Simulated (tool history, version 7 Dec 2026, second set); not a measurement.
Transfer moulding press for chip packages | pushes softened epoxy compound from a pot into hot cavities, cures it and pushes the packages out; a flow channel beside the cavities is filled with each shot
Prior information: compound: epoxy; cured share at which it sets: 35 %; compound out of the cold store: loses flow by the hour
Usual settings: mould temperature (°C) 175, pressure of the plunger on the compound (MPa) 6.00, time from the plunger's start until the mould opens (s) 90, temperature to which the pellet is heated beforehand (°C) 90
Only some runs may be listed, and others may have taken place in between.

run   hour  mould temperature (°C)  pressure of the plunger on the compound (MPa)  time from the plunger's start until the mould opens (s)  temperature to which the pellet is heated beforehand (°C)  incoming compound's hours out of the cold store  length that the compound runs in the flow channel (mm)  greatest force on the pins that push the packages out (N)
  1    0.0                     175                                           6.00                                                       90                                                         90                                             40.5                                                     911                                                        278
  2   11.6                     175                                           6.00                                                       90                                                         90                                             13.3                                                     964                                                        310
  3   32.0                     175                                           5.72                                                       90                                                         90                                             29.0                                                     910                                                        357
      46.7  -- cavities cleaned with cleaning compound and waxed
  4   46.8                     175                                           5.72                                                       90                                                         90                                             13.9                                                     933                                                        302
  5   64.9                     175                                           6.00                                                       90                                                         90                                             13.0                                                     947                                                        340
  6   76.9                     175                                           6.00                                                       81                                                         90                                             26.4                                                     923                                                        421
      97.2  -- cavities cleaned with cleaning compound and waxed
  7   98.8                     181                                           6.00                                                       90                                                         90                                             28.6                                                     884                                                        242
  8  112.1                     181                                           6.00                                                       90                                                         90                                             37.8                                                     880                                                        275
  9  129.8                     181                                           6.00                                                      102                                                         90                                             30.0                                                     888                                                        300
     147.7  -- cavities cleaned with cleaning compound and waxed
 10  149.9                     175                                           6.00                                                       90                                                         90                                             10.9                                                     943                                                        282
 11  163.5                     175                                           6.00                                                       90                                                         90                                             30.6                                                     908                                                        335
     178.0  -- plunger's sealing rings changed
 12  179.4                     175                                           6.00                                                       90                                                         90                                             24.6                                                     982                                                        356
 13  194.7                     175                                           6.00                                                       90                                                         90                                             24.3                                                     966                                                        381
     199.5  -- cavities cleaned with cleaning compound and waxed
 14  210.8                     175                                           6.00                                                       90                                                         98                                             12.5                                                     994                                                        314
 15  224.3                     175                                           6.00                                                       90                                                         98                                             32.5                                                     947                                                        331
 16  241.4                     172                                           6.72                                                       92                                                         88                                             32.1                                                    1020                                                        413
     249.7  -- cavities cleaned with cleaning compound and waxed
 17  254.1                     172                                           6.72                                                       92                                                         88                                             24.5                                                    1042                                                        333
 18  271.2                     175                                           4.82                                                       93                                                         99                                             27.7                                                     848                                                        325
 19  284.4                     175                                           4.82                                                       93                                                         99                                             17.4                                                     869                                                        344
     299.3  -- cavities cleaned with cleaning compound and waxed
 20  299.8                     170                                           4.82                                                       78                                                         83                                             38.2                                                     865                                                        545
 21  320.4                     170                                           4.54                                                      106                                                         90                                             44.8                                                     809                                                        345
 22  339.9                     169                                           5.97                                                      109                                                         93                                             40.6                                                     941                                                        366
     349.2  -- cavities cleaned with cleaning compound and waxed
 23  351.1                     175                                           6.00                                                       90                                                         87                                             27.4                                                     945                                                        277
 24  370.5                     175                                           6.00                                                       90                                                         87                                              9.2                                                     975                                                        325
 25  380.4                     175                                           5.05                                                       99                                                         86                                             35.1                                                     844                                                        317
 26  393.8                     175                                           5.05                                                       99                                                         86                                             13.1                                                     881                                                        324
     399.3  -- cavities cleaned with cleaning compound and waxed
 27  406.3                     175                                           5.06                                                      108                                                         90                                              9.2                                                     893                                                        274
 28  417.6                     175                                           7.21                                                      117                                                         90                                             22.8                                                    1012                                                        291

Results for each run, recomputed without the tool's hidden state and with each run's random variation untouched:
The hidden state here: true mould temperature over the reading, C; pressure that reaches the compound, % of what is set; grip of the stained cavities, % over clean ones'; drift of the gauge itself on flow_mm, %; drift of the gauge itself on push_out_n, %.
run  length that the compound runs in the flow channel (mm)  greatest force on the pins that push the packages out (N)
  1                                                     949                                                        274
  2                                                    1005                                                        274
  3                                                     953                                                        280
  4                                                     979                                                        294
  5                                                     997                                                        286
  6                                                     975                                                        340
  7                                                     936                                                        238
  8                                                     934                                                        241
  9                                                     946                                                        236
 10                                                    1008                                                        277
 11                                                     974                                                        294
 12                                                     987                                                        290
 13                                                     974                                                        292
 14                                                    1005                                                        280
 15                                                     960                                                        273
 16                                                    1037                                                        324
 17                                                    1061                                                        326
 18                                                     866                                                        273
 19                                                     890                                                        271
 20                                                     888                                                        554
 21                                                     834                                                        291
 22                                                     974                                                        283
 23                                                     980                                                        277
 24                                                    1014                                                        278
 25                                                     880                                                        252
 26                                                     921                                                        247
 27                                                     935                                                        247
 28                                                    1062                                                        242
